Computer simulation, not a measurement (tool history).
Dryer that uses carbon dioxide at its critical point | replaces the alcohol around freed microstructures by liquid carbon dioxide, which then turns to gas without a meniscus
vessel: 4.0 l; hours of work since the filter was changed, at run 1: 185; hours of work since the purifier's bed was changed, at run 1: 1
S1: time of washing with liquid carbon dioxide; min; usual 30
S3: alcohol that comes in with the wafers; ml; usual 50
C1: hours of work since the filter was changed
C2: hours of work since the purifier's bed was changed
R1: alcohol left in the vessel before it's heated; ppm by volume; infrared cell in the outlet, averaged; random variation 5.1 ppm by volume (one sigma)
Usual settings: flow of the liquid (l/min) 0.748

Run 1, day 0.000: usual settings; C1 185; C2 1. Result: R1 161 ppm by volume.
Run 2, day 0.362: usual settings; C1 188; C2 4. Result: R1 167 ppm by volume.
Run 3, day 0.775: usual settings but flow of the liquid (l/min) 1.258; C1 191; C2 7. Result: R1 14 ppm by volume.
Run 4, day 1.004: usual settings but flow of the liquid (l/min) 1.258; C1 193; C2 9. Result: R1 18 ppm by volume.
Run 5, day 1.371: usual settings but flow of the liquid (l/min) 1.258, S3 43 ml; C1 196; C2 12. Result: R1 8 ppm by volume.
Run 6, day 1.733: usual settings but flow of the liquid (l/min) 1.258, S3 43 ml; C1 200; C2 15. Result: R1 9 ppm by volume.
Run 7, day 2.129: usual settings but S1 46 min, flow of the liquid (l/min) 0.921, S3 77 ml; C1 203; C2 19. Result: R1 9 ppm by volume.
Run 8, day 2.429: usual settings but S1 46 min, flow of the liquid (l/min) 0.921, S3 77 ml; C1 205; C2 21. Result: R1 10 ppm by volume.
Run 9, day 2.871: usual settings but S1 37 min, flow of the liquid (l/min) 1.237; C1 209; C2 25. Result: R1 12 ppm by volume.
Run 10, day 3.300: usual settings but S1 20 min, flow of the liquid (l/min) 1.237, S3 22 ml; C1 213; C2 28. Result: R1 64 ppm by volume.
Run 11, day 3.538: usual settings but S1 40 min, flow of the liquid (l/min) 0.811, S3 106 ml; C1 215; C2 30. Result: R1 62 ppm by volume.
Run 12, day 3.938: usual settings but S1 40 min, flow of the liquid (l/min) 0.811, S3 106 ml; C1 218; C2 34. Result: R1 62 ppm by volume.

5 ways to go on from here, each from the tool as it stands after run 12. What would each give?
Run A, day 4.229: usual settings but S1 42 min, flow of the liquid (l/min) 1.041, S3 31 ml; C1 221; C2 36. Result: R1 ?.
Run B, day 4.229: usual settings but S1 37 min, flow of the liquid (l/min) 0.629; C1 221; C2 36. Result: R1 ?.
Run C, day 4.229: usual settings but S1 40 min, flow of the liquid (l/min) 1.265, S3 106 ml; C1 221; C2 36. Result: R1 ?.
Run D, day 4.229: usual settings but flow of the liquid (l/min) 1.024; C1 221; C2 36. Result: R1 ?.
Run E, day 4.229: usual settings but S1 40 min, flow of the liquid (l/min) 1.006, S3 106 ml; C1 221; C2 36. Result: R1 ?.

run   R1
  A    9
  B  148
  C    5
  D   47
  E   15
Without the tool's hidden state the same runs would have given:
run   R1
  A    7
  B  119
  C    2
  D   36
  E    9
